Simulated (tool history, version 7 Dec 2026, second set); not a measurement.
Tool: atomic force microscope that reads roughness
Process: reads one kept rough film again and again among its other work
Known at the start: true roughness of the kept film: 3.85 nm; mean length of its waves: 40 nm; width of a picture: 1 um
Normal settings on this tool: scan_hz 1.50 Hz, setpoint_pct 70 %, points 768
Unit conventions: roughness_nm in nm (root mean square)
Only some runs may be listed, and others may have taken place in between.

{"run": 1, "day": 0.0, "scan_hz": 1.5, "setpoint_pct": 70, "points": 768, "roughness_nm": 3.106}
{"run": 2, "day": 1.154, "scan_hz": 1.5, "setpoint_pct": 70, "points": 768, "roughness_nm": 2.933}
{"run": 3, "day": 1.721, "scan_hz": 1.5, "setpoint_pct": 70, "points": 768, "roughness_nm": 2.868}
{"run": 4, "day": 2.425, "scan_hz": 1.5, "setpoint_pct": 70, "points": 768, "roughness_nm": 2.786}
{"run": 5, "day": 3.517, "scan_hz": 1.5, "setpoint_pct": 70, "points": 768, "roughness_nm": 2.648}
{"run": 6, "day": 4.462, "scan_hz": 1.5, "setpoint_pct": 70, "points": 768, "roughness_nm": 2.55}
{"day": 4.683, "done": "new tip fitted"}
{"run": 7, "day": 5.354, "scan_hz": 1.5, "setpoint_pct": 70, "points": 768, "roughness_nm": 3.043}
{"day": 5.471, "done": "height scale calibrated on a step standard"}
{"run": 8, "day": 6.575, "scan_hz": 1.5, "setpoint_pct": 70, "points": 768, "roughness_nm": 2.883}
{"run": 9, "day": 7.488, "scan_hz": 1.02, "setpoint_pct": 70, "points": 598, "roughness_nm": 2.873}
{"run": 10, "day": 8.192, "scan_hz": 1.02, "setpoint_pct": 70, "points": 598, "roughness_nm": 2.78}
{"run": 11, "day": 9.288, "scan_hz": 1.5, "setpoint_pct": 74, "points": 768, "roughness_nm": 2.522}
{"day": 10.229, "done": "new tip fitted"}
{"run": 12, "day": 10.338, "scan_hz": 1.5, "setpoint_pct": 62, "points": 768, "roughness_nm": 3.293}
{"run": 13, "day": 11.117, "scan_hz": 3.28, "setpoint_pct": 62, "points": 907, "roughness_nm": 2.949}
{"run": 14, "day": 11.742, "scan_hz": 1.55, "setpoint_pct": 63, "points": 886, "roughness_nm": 3.063}
{"day": 12.258, "done": "height scale calibrated on a step standard, once more"}
{"run": 15, "day": 13.004, "scan_hz": 1.55, "setpoint_pct": 63, "points": 886, "roughness_nm": 2.88}
{"run": 16, "day": 13.921, "scan_hz": 0.88, "setpoint_pct": 71, "points": 493, "roughness_nm": 2.813}

4 options for the next run, each taken on its own from the tool as it stands now. Forecast them:
{"run": "A", "day": 14.954, "scan_hz": 2.88, "setpoint_pct": 62, "points": 768, "roughness_nm": "?"}
{"run": "B", "day": 14.954, "scan_hz": 1.5, "setpoint_pct": 70, "points": 518, "roughness_nm": "?"}
{"run": "C", "day": 14.954, "scan_hz": 1.5, "setpoint_pct": 64, "points": 768, "roughness_nm": "?"}
{"run": "D", "day": 14.954, "scan_hz": 1.5, "setpoint_pct": 70, "points": 435, "roughness_nm": "?"}

run=A roughness_nm=2.544
run=B roughness_nm=2.590
run=C roughness_nm=2.655
run=D roughness_nm=2.584
What these runs would have given with no unlogged condition in the tool:
run=A roughness_nm=3.134
run=B roughness_nm=3.192
run=C roughness_nm=3.273
run=D roughness_nm=3.185

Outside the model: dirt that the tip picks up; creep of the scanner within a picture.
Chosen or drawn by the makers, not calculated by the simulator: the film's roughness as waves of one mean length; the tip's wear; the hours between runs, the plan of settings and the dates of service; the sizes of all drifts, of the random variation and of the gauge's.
